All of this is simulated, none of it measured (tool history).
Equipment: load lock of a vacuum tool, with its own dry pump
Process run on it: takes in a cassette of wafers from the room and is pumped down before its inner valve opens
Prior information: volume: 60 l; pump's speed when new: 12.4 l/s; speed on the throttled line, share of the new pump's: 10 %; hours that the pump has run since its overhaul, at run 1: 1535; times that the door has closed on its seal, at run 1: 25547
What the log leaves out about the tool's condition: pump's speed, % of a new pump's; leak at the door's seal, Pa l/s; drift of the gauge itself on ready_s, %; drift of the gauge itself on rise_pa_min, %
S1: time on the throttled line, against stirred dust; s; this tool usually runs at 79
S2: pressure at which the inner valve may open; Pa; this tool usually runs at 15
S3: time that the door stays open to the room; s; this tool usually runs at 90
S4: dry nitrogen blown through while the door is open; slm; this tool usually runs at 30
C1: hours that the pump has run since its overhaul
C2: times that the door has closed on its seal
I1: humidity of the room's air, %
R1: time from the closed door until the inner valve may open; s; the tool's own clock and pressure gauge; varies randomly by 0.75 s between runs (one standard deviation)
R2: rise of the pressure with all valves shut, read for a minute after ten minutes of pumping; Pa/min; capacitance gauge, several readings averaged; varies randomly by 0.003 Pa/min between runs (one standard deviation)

run 1 hour=0.0 | S1=79 S2=15 S3=90 S4=30 | C1=1535 C2=25547 | I1=41.7 | R1=114.1 R2=0.152
run 2 hour=275.4 | S1=79 S2=15 S3=90 S4=30 | C1=1811 C2=26406 | I1=47.1 | R1=114.6 R2=0.153
run 3 hour=636.5 | S1=79 S2=15 S3=90 S4=30 | C1=2172 C2=27533 | I1=42.7 | R1=115.0 R2=0.157
run 4 hour=1018.8 | S1=79 S2=15 S3=90 S4=30 | C1=2554 C2=28725 | I1=43.6 | R1=115.2 R2=0.169
run 5 hour=1392.2 | S1=79 S2=28 S3=90 S4=30 | C1=2927 C2=29891 | I1=45.0 | R1=112.0 R2=0.182
run 6 hour=1792.3 | S1=79 S2=28 S3=90 S4=30 | C1=3327 C2=31139 | I1=43.6 | R1=112.2 R2=0.188
run 7 hour=2099.2 | S1=79 S2=28 S3=90 S4=30 | C1=3634 C2=32096 | I1=49.3 | R1=110.3 R2=0.192
run 8 hour=2566.5 | S1=52 S2=15 S3=90 S4=30 | C1=4102 C2=33554 | I1=43.0 | R1=90.5 R2=0.196
run 9 hour=2853.9 | S1=52 S2=15 S3=90 S4=30 | C1=4389 C2=34451 | I1=45.0 | R1=90.4 R2=0.213
run 10 hour=3298.6 | S1=79 S2=15 S3=90 S4=30 | C1=4834 C2=35839 | I1=44.4 | R1=114.6 R2=0.219
run 11 hour=3770.8 | S1=59 S2=15 S3=90 S4=30 | C1=5306 C2=37312 | I1=45.9 | R1=95.9 R2=0.235
run 12 hour=4006.6 | S1=59 S2=15 S3=90 S4=30 | C1=5542 C2=38048 | I1=44.5 | R1=96.4 R2=0.243
run 13 hour=4285.8 | S1=59 S2=15 S3=90 S4=30 | C1=5821 C2=38919 | I1=43.8 | R1=97.9 R2=0.248
run 14 hour=4619.2 | S1=79 S2=15 S3=90 S4=30 | C1=6154 C2=39959 | I1=47.0 | R1=115.1 R2=0.256
run 15 hour=4858.0 | S1=79 S2=15 S3=90 S4=27 | C1=6393 C2=40704 | I1=47.3 | R1=115.6 R2=0.266
run 16 hour=5343.4 | S1=79 S2=15 S3=90 S4=29 | C1=6878 C2=42219 | I1=48.1 | R1=114.6 R2=0.277
-- hour=5572.8 door's seal changed, seat wiped
run 17 hour=5594.2 | S1=79 S2=15 S3=26 S4=9 | C1=7128 C2=67 | I1=45.4 | R1=115.7 R2=0.019
run 18 hour=5810.6 | S1=79 S2=15 S3=26 S4=9 | C1=7344 C2=742 | I1=43.0 | R1=115.8 R2=0.023
run 19 hour=6060.6 | S1=79 S2=15 S3=26 S4=9 | C1=7594 C2=1522 | I1=46.8 | R1=116.6 R2=0.023
run 20 hour=6293.1 | S1=79 S2=15 S3=26 S4=9 | C1=7827 C2=2247 | I1=45.0 | R1=116.7 R2=0.023
run 21 hour=6617.6 | S1=79 S2=15 S3=26 S4=9 | C1=8151 C2=3260 | I1=46.6 | R1=116.1 R2=0.028
run 22 hour=6975.4 | S1=109 S2=15 S3=90 S4=10 | C1=8509 C2=4376 | I1=42.8 | R1=142.2 R2=0.038
run 23 hour=7327.4 | S1=91 S2=14 S3=90 S4=30 | C1=8861 C2=5475 | I1=43.7 | R1=127.7 R2=0.036
run 24 hour=7586.9 | S1=123 S2=23 S3=63 S4=30 | C1=9121 C2=6284 | I1=47.9 | R1=152.9 R2=0.033
run 25 hour=7953.5 | S1=79 S2=15 S3=129 S4=30 | C1=9487 C2=7428 | I1=43.7 | R1=116.8 R2=0.046
run 26 hour=8371.6 | S1=106 S2=25 S3=94 S4=29 | C1=9905 C2=8733 | I1=48.1 | R1=137.2 R2=0.038
run 27 hour=8643.8 | S1=69 S2=25 S3=34 S4=29 | C1=10177 C2=9582 | I1=40.6 | R1=105.9 R2=0.036
run 28 hour=8858.8 | S1=70 S2=21 S3=34 S4=28 | C1=10392 C2=10253 | I1=45.3 | R1=106.3 R2=0.041
run 29 hour=9289.7 | S1=79 S2=15 S3=43 S4=30 | C1=10823 C2=11597 | I1=49.4 | R1=117.9 R2=0.055

Describe how what the log doesn't record of the tool's condition differs between the last listed run preceding each entry between runs and the first listed run following it.
Runs 16 to 17: door's seal changed, seat wiped (hour 5572.8)
  pump's speed, % of a new pump's: 95.8 -> 95.6; leak at the door's seal, Pa l/s: 0.2581 -> 0.0015
  difference, measured minus the result without the unlogged condition, R1: +1.5 -> +1.6 s; R2: +0.258 -> -0.001 Pa/min

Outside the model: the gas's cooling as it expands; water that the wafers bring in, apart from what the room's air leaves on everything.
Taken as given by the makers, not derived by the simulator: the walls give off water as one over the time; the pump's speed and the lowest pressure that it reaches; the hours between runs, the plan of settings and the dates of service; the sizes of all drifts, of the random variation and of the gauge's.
